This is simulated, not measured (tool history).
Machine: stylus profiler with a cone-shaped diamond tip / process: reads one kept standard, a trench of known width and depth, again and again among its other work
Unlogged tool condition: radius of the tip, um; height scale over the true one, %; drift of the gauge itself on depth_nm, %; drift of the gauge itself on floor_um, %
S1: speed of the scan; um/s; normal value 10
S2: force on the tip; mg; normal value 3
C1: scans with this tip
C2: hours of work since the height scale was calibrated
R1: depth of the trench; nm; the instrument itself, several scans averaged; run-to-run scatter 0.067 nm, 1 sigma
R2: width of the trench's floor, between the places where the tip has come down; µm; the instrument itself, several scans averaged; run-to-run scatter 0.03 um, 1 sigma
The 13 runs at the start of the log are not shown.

run 14 hour=444.1 | S1=10 S2=4.1 | C1=3001 C2=338 | R1=100.96 R2=47.86
run 15 hour=482.1 | S1=10 S2=7.53 | C1=3162 C2=357 | R1=101.41 R2=47.88
run 16 hour=503.4 | S1=8 S2=3 | C1=3253 C2=367 | R1=100.82 R2=47.89
run 17 hour=542.7 | S1=8 S2=3 | C1=3420 C2=386 | R1=100.86 R2=47.86
-- hour=547.3 height scale calibrated on a step standard
run 18 hour=583.3 | S1=23 S2=7.74 | C1=3590 C2=17 | R1=101.3 R2=47.82
run 19 hour=627.4 | S1=2 S2=1.37 | C1=3777 C2=38 | R1=100.64 R2=47.9
-- hour=643.2 height scale calibrated on a step standard, once more
run 20 hour=664.5 | S1=17 S2=4.69 | C1=3933 C2=10 | R1=100.95 R2=47.83
run 21 hour=690.5 | S1=17 S2=6.37 | C1=4044 C2=23 | R1=101.12 R2=47.81
run 22 hour=734.6 | S1=17 S2=6.37 | C1=4231 C2=44 | R1=100.97 R2=47.8
run 23 hour=758.6 | S1=6 S2=3.54 | C1=4333 C2=55 | R1=100.67 R2=47.84
run 24 hour=776.9 | S1=6 S2=3.54 | C1=4411 C2=64 | R1=100.8 R2=47.85
run 25 hour=812.2 | S1=7 S2=7.87 | C1=4561 C2=81 | R1=101.27 R2=47.85
run 26 hour=845 | S1=3 S2=2.7 | C1=4700 C2=97 | R1=100.55 R2=47.87
run 27 hour=867.6 | S1=7 S2=1.33 | C1=4796 C2=108 | R1=100.34 R2=47.8
run 28 hour=908.4 | S1=17 S2=3.89 | C1=4969 C2=127 | R1=100.84 R2=47.79
run 29 hour=939.5 | S1=17 S2=3.89 | C1=5102 C2=142 | R1=100.87 R2=47.81
run 30 hour=970.4 | S1=19 S2=2.54 | C1=5233 C2=157 | R1=100.6 R2=47.77
run 31 hour=1005 | S1=5 S2=7.44 | C1=5380 C2=173 | R1=101.19 R2=47.83

Predict the results of run 32:
run 32 hour=1034.6 | S1=9 S2=5.84 | C1=5505 C2=188 | R1=? R2=?

{"run 32": {"R1": 101.16, "R2": 47.82}}
Without the tool's hidden state the same run would have given R1 101.1 nm, R2 47.98 µm.
